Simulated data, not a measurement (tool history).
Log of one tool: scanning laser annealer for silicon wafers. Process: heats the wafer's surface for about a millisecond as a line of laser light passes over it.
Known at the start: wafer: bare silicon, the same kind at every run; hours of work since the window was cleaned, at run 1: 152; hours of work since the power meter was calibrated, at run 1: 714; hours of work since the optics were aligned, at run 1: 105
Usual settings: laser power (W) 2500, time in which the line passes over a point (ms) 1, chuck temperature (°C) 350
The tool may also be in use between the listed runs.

| run | hour | laser power (W) | time in which the line passes over a point (ms) | chuck temperature (°C) | hours of work since the window was cleaned | hours of work since the power meter was calibrated | hours of work since the optics were aligned | highest temperature of the surface (°C) |
|---|---|---|---|---|---|---|---|---|
| 1 | 0 | 2500 | 1 | 350 | 152 | 714 | 105 | 1170 |
| 2 | 22 | 2500 | 1 | 350 | 166 | 728 | 119 | 1174 |
| 3 | 37.8 | 2477 | 1 | 350 | 176 | 738 | 129 | 1162 |
| 4 | 50.4 | 2477 | 1 | 350 | 184 | 746 | 137 | 1161 |
| 5 | 73 | 2500 | 1 | 350 | 198 | 760 | 151 | 1167 |
| 6 | 98.9 | 2500 | 1 | 350 | 214 | 776 | 168 | 1168 |
| 7 | 130 | 2500 | 1 | 364 | 234 | 796 | 187 | 1179 |
| 8 | 153.1 | 2736 | 1 | 350 | 248 | 811 | 202 | 1268 |
|  | 160 | optics aligned, line set to its width |
| 9 | 179.8 | 2565 | 1 | 350 | 262 | 824 | 12 | 1187 |
| 10 | 193.1 | 2500 | 1 | 350 | 270 | 833 | 21 | 1160 |
|  | 209.1 | optics aligned, line set to its width, once more |
| 11 | 222.5 | 2500 | 1 | 350 | 286 | 848 | 8 | 1169 |
| 12 | 252.2 | 2500 | 1 | 350 | 304 | 867 | 27 | 1168 |
| 13 | 280.9 | 2614 | 1 | 382 | 322 | 885 | 45 | 1249 |
| 14 | 295.2 | 2323 | 0.93 | 376 | 331 | 894 | 54 | 1086 |
| 15 | 313.7 | 2291 | 1.07 | 361 | 343 | 905 | 66 | 1116 |
| 16 | 338.9 | 2291 | 0.8 | 317 | 359 | 921 | 82 | 955 |
| 17 | 352.7 | 2291 | 0.8 | 328 | 368 | 930 | 90 | 965 |
| 18 | 366.5 | 2500 | 0.78 | 350 | 376 | 939 | 99 | 1057 |
| 19 | 386.6 | 2283 | 1 | 360 | 389 | 951 | 112 | 1083 |

Forecast each of these 3 alternatives for the next run:
| A | 416.4 | 2550 | 0.92 | 338 | 408 | 970 | 131 | ? |
| B | 416.4 | 2369 | 0.85 | 339 | 408 | 970 | 131 | ? |
| C | 416.4 | 2283 | 1 | 320 | 408 | 970 | 131 | ? |

| run | highest temperature of the surface (°C) |
|---|---|
| A | 1126 |
| B | 1025 |
| C | 1038 |
Without the tool's hidden state the same runs would have given:
| run | highest temperature of the surface (°C) |
|---|---|
| A | 1156 |
| B | 1050 |
| C | 1065 |
